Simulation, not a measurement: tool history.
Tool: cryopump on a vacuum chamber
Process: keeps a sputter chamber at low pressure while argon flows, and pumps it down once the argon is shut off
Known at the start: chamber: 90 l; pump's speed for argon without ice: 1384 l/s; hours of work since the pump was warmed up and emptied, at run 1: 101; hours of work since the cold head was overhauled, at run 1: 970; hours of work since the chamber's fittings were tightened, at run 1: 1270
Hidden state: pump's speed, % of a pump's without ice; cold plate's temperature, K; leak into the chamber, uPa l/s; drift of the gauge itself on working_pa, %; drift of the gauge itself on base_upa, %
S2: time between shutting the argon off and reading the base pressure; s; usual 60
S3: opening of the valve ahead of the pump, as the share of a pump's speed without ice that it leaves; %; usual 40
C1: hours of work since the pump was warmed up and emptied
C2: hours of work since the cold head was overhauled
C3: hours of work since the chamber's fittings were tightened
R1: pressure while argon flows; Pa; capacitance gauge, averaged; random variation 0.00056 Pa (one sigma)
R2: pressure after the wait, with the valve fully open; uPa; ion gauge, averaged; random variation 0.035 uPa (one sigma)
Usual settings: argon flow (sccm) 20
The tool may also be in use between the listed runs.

Run 1, day 0: usual settings; C1 101; C2 970; C3 1270. Result: R1 0.0613 Pa, R2 3.77 uPa.
Run 2, day 1.2: usual settings but argon flow (sccm) 25; C1 117; C2 986; C3 1285. Result: R1 0.0781 Pa, R2 3.7 uPa.
Run 3, day 2.696: usual settings but argon flow (sccm) 25; C1 136; C2 1005; C3 1305. Result: R1 0.0788 Pa, R2 3.85 uPa.
Run 4, day 4.488: usual settings but argon flow (sccm) 25; C1 159; C2 1028; C3 1328. Result: R1 0.0789 Pa, R2 3.94 uPa.
Run 5, day 7.138: usual settings but argon flow (sccm) 25; C1 194; C2 1062; C3 1362. Result: R1 0.0797 Pa, R2 4 uPa.
Run 6, day 8.675: usual settings but argon flow (sccm) 25; C1 214; C2 1082; C3 1382. Result: R1 0.0805 Pa, R2 4.01 uPa.
Run 7, day 11.088: usual settings but argon flow (sccm) 25; C1 245; C2 1113; C3 1413. Result: R1 0.0796 Pa, R2 4.12 uPa.
Run 8, day 12.925: usual settings but argon flow (sccm) 25; C1 269; C2 1137; C3 1437. Result: R1 0.0807 Pa, R2 4.15 uPa.
Run 9, day 14.742: usual settings but S2 27 s; C1 292; C2 1161; C3 1461. Result: R1 0.0658 Pa, R2 6.35 uPa.
Run 10, day 16.017: usual settings but S2 27 s; C1 309; C2 1177; C3 1477. Result: R1 0.0654 Pa, R2 6.43 uPa.
Run 11, day 18.867: usual settings but S2 27 s; C1 345; C2 1214; C3 1514. Result: R1 0.0668 Pa, R2 6.42 uPa.
Run 12, day 21.792: usual settings but S2 27 s; C1 383; C2 1252; C3 1552. Result: R1 0.0669 Pa, R2 6.63 uPa.
At day 22.888: pump warmed up, emptied and cooled again.
Run 13, day 23.375: usual settings but S2 27 s; C1 6; C2 1270; C3 1570. Result: R1 0.0609 Pa, R2 6.24 uPa.
Run 14, day 26.146: usual settings but S2 27 s; C1 42; C2 1305; C3 1605. Result: R1 0.0611 Pa, R2 6.36 uPa.
Run 15, day 28.542: usual settings but S2 27 s; C1 73; C2 1336; C3 1636. Result: R1 0.0615 Pa, R2 6.4 uPa.
Run 16, day 30.496: usual settings but S2 27 s; C1 98; C2 1362; C3 1662. Result: R1 0.0626 Pa, R2 6.24 uPa.
Run 17, day 33.033: usual settings but argon flow (sccm) 21, S2 30 s, S3 54 %; C1 131; C2 1395; C3 1694. Result: R1 0.0483 Pa, R2 6.22 uPa.
Run 18, day 35.729: usual settings but argon flow (sccm) 19, S3 19 %; C1 166; C2 1429; C3 1729. Result: R1 0.1249 Pa, R2 4.61 uPa.
Run 19, day 37.708: usual settings but argon flow (sccm) 19, S2 275 s, S3 26 %; C1 192; C2 1455; C3 1755. Result: R1 0.0922 Pa, R2 3.22 uPa.
Run 20, day 40.188: usual settings but S3 25 %; C1 224; C2 1487; C3 1787. Result: R1 0.1006 Pa, R2 4.67 uPa.
Run 21, day 43.096: usual settings but S3 26 %; C1 261; C2 1525; C3 1825. Result: R1 0.0985 Pa, R2 4.64 uPa.
Run 22, day 44.846: usual settings but S2 58 s, S3 26 %; C1 284; C2 1547; C3 1847. Result: R1 0.0979 Pa, R2 4.89 uPa.
Run 23, day 46.808: usual settings but argon flow (sccm) 9, S2 127 s, S3 27 %; C1 309; C2 1573; C3 1873. Result: R1 0.0431 Pa, R2 4.14 uPa.
Run 24, day 48.388: usual settings but argon flow (sccm) 9, S2 127 s, S3 27 %; C1 330; C2 1593; C3 1893. Result: R1 0.0428 Pa, R2 4.06 uPa.
Run 25, day 51.238: usual settings but argon flow (sccm) 18, S2 224 s, S3 19 %; C1 367; C2 1630; C3 1930. Result: R1 0.1214 Pa, R2 3.97 uPa.
At day 53.517: pump warmed up, emptied and cooled again.
Run 26, day 53.638: usual settings but argon flow (sccm) 10; C1 2; C2 1658; C3 1958. Result: R1 0.0303 Pa, R2 4.76 uPa.
Run 27, day 56.462: usual settings but argon flow (sccm) 10; C1 38; C2 1695; C3 1995. Result: R1 0.0304 Pa, R2 4.79 uPa.
Run 28, day 58.858: usual settings but S3 18 %; C1 69; C2 1726; C3 2026. Result: R1 0.137 Pa, R2 4.91 uPa.
Run 29, day 60.817: usual settings but argon flow (sccm) 11, S2 67 s, S3 18 %; C1 94; C2 1751; C3 2051. Result: R1 0.0759 Pa, R2 4.82 uPa.
Run 30, day 63.15: usual settings but argon flow (sccm) 11, S2 67 s, S3 18 %; C1 125; C2 1781; C3 2081. Result: R1 0.0762 Pa, R2 4.85 uPa.
Run 31, day 64.9: usual settings but S2 27 s; C1 147; C2 1804; C3 2104. Result: R1 0.0643 Pa, R2 7.31 uPa.

Hidden state or all else? Some run-to-run changes of R1, split into what the settings, what came in and random variation would give without the hidden state, and what is left for the hidden state (with any gauge scatter that isn't in both results):
Run 12 -> 13: pump warmed up, emptied and cooled again. R1 -0.006 Pa: hidden state -0.0048, all else -0.0012.
Run 24 -> 25: argon flow (sccm) 9 -> 18, S2 127 -> 224, S3 27 -> 19. R1 +0.0786 Pa: hidden state +0.0027, all else +0.0759.
Run 25 -> 26: argon flow (sccm) 18 -> 10, S2 224 -> 60, S3 19 -> 40, pump warmed up, emptied and cooled again. R1 -0.0911 Pa: hidden state -0.0046, all else -0.0865.
Run 27 -> 28: argon flow (sccm) 10 -> 20, S3 40 -> 18. R1 +0.1066 Pa: hidden state +0.0009, all else +0.1057.
